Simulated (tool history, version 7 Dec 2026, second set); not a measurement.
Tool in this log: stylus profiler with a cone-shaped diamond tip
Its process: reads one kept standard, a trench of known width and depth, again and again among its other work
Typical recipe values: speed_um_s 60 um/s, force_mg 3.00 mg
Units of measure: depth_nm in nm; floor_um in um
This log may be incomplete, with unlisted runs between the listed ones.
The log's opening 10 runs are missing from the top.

| run | hour | speed_um_s | force_mg | scans with this tip | hours of work since the height scale was calibrated | depth_nm | floor_um |
|---|---|---|---|---|---|---|---|
| 11 | 619.4 | 60 | 3.00 | 6341 | 688 | 101.09 | 97.40 |
| 12 | 665.1 | 60 | 5.18 | 6647 | 721 | 101.56 | 97.49 |
|  | 674.7 | height scale calibrated on a step standard |
| 13 | 732.3 | 60 | 1.65 | 7093 | 42 | 100.62 | 97.27 |
| 14 | 780.2 | 60 | 1.65 | 7414 | 77 | 100.58 | 97.31 |
| 15 | 820.0 | 121 | 3.00 | 7680 | 105 | 100.95 | 97.03 |
|  | 862.6 | height scale calibrated on a step standard, once more |
| 16 | 897.1 | 121 | 1.96 | 8193 | 25 | 100.80 | 96.83 |
| 17 | 954.3 | 60 | 3.00 | 8575 | 67 | 101.12 | 97.28 |
| 18 | 995.6 | 60 | 3.00 | 8852 | 96 | 101.08 | 97.28 |
| 19 | 1082.7 | 60 | 2.98 | 9435 | 160 | 101.11 | 97.33 |

The next listed run, before its measurement:
| 20 | 1158.4 | 60 | 6.47 | 9942 | 215 | ? | ? |

{"run 20": {"depth_nm": 101.81, "floor_um": 97.39}}
With the hidden condition absent and the run-to-run variation left alone, this run would have shown depth_nm 101.85 nm, floor_um 97.80 um.
